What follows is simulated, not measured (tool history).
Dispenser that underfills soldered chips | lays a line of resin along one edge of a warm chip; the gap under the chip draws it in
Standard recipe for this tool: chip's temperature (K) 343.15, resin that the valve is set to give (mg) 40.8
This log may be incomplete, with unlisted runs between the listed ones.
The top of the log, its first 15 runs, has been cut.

run    day  chip's temperature (K)  resin that the valve is set to give (mg)  time until the resin shows at the far edge (s)  resin that the valve gave (mg)
 16  2.354                  343.15                                      40.8                                           214.2                           39.44
 17  2.546                  343.15                                      40.8                                           242.2                           39.45
     2.592  -- new syringe of resin
 18  2.683                  343.15                                      40.8                                           159.7                           39.31
 19  2.846                  343.15                                      40.8                                           179.1                           39.48
 20  3.062                  339.15                                      40.0                                           239.0                           38.41
 21  3.258                  348.15                                      46.0                                           189.1                           44.21
     3.371  -- new syringe of resin
 22  3.392                  341.15                                      35.5                                           168.8                           33.83
 23  3.596                  341.15                                      35.5                                           195.1                           33.93
 24  3.696                  341.15                                      35.5                                           210.4                           33.70
 25  3.871                  349.15                                      46.4                                           165.9                           44.02
 26  4.046                  349.15                                      46.4                                           181.5                           43.81
     4.146  -- new syringe of resin
 27  4.246                  349.15                                      46.4                                           122.6                           43.84
 28  4.421                  355.15                                      38.8                                           117.2                           36.34
 29  4.571                  330.15                                      50.1                                           303.7                           47.60
 30  4.738                  348.15                                      51.4                                           177.5                           48.08
     4.917  -- new syringe of resin
 31  4.975                  351.15                                      48.3                                           114.2                           45.28
 32  5.096                  351.15                                      48.3                                           125.0                           45.08
 33  5.288                  334.15                                      43.5                                           258.9                           40.46
 34  5.479                  337.15                                      43.5                                           261.9                           40.52
     5.688  -- new syringe of resin
 35  5.700                  333.15                                      45.4                                           215.2                           42.26
 36  5.858                  333.15                                      45.4                                           237.1                           41.68
 37  5.992                  333.15                                      45.4                                           254.9                           41.67

What if the next run were any one of these 3? Each begins from the tool's condition after run 37:
  A  6.188                  351.15                                      41.2                                               ?                               ?
  B  6.188                  341.15                                      47.7                                               ?                               ?
  C  6.188                  333.15                                      52.9                                               ?                               ?

run  time until the resin shows at the far edge (s)  resin that the valve gave (mg)
  A                                           157.8                           37.86
  B                                           219.9                           43.86
  C                                           296.7                           48.40
Without the tool's unlogged condition, the same runs would have read:
run  time until the resin shows at the far edge (s)  resin that the valve gave (mg)
  A                                           113.0                           41.24
  B                                           158.9                           47.77
  C                                           215.3                           52.71
